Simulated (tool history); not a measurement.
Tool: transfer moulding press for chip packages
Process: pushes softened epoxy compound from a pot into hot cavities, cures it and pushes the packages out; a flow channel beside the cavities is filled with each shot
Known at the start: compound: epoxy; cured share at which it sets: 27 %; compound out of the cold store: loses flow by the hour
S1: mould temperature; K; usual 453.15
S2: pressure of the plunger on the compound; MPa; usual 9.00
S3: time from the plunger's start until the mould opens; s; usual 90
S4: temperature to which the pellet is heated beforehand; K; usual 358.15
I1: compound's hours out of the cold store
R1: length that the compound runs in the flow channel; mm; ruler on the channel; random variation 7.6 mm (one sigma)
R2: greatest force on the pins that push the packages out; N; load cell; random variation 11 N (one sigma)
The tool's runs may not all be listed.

run,hour,S1,S2,S3,S4,I1,R1,R2
1,0.0,453.15,9.00,90,358.15,42.6,778,780
# hour 12.0: cavities cleaned with cleaning compound and waxed
2,77.8,453.15,9.00,90,358.15,8.5,863,730
# hour 113.4: cavities cleaned with cleaning compound and waxed
3,125.7,453.15,9.00,90,358.15,25.1,809,577
4,178.6,453.15,9.00,105,358.15,43.7,752,607
# hour 219.8: cavities cleaned with cleaning compound and waxed
# hour 228.9: plunger's sealing rings changed
5,245.3,453.15,9.00,105,358.15,36.3,812,489
6,303.5,453.15,9.00,105,358.15,14.1,888,655
# hour 326.0: cavities cleaned with cleaning compound and waxed
7,348.2,453.15,9.00,105,358.15,47.7,768,516
8,417.0,453.15,9.00,105,358.15,17.6,866,660
# hour 428.0: cavities cleaned with cleaning compound and waxed
9,453.7,453.15,9.00,90,351.15,28.1,819,567
# hour 531.5: cavities cleaned with cleaning compound and waxed
10,531.5,453.15,9.00,82,358.15,9.2,876,546
11,588.6,449.15,7.71,90,358.15,47.5,702,780
# hour 633.6: cavities cleaned with cleaning compound and waxed
12,641.4,449.15,7.71,90,358.15,34.7,734,612
# hour 694.5: plunger's sealing rings changed
13,694.5,451.15,7.71,105,354.15,25.6,799,644
# hour 740.2: cavities cleaned with cleaning compound and waxed
14,771.0,451.15,7.71,105,354.15,41.4,740,540
15,817.6,451.15,7.71,90,365.15,9.6,819,813
# hour 843.3: cavities cleaned with cleaning compound and waxed
16,891.9,451.15,7.71,90,365.15,43.1,716,701

Run 17 comes next. What will it give?
# hour 946.6: cavities cleaned with cleaning compound and waxed
17,960.5,453.15,9.00,112,358.15,47.5,?,?

R1: 753 mm
R2: 460 N
Without the tool's hidden state the same run would have given R1 791 mm, R2 396 N.
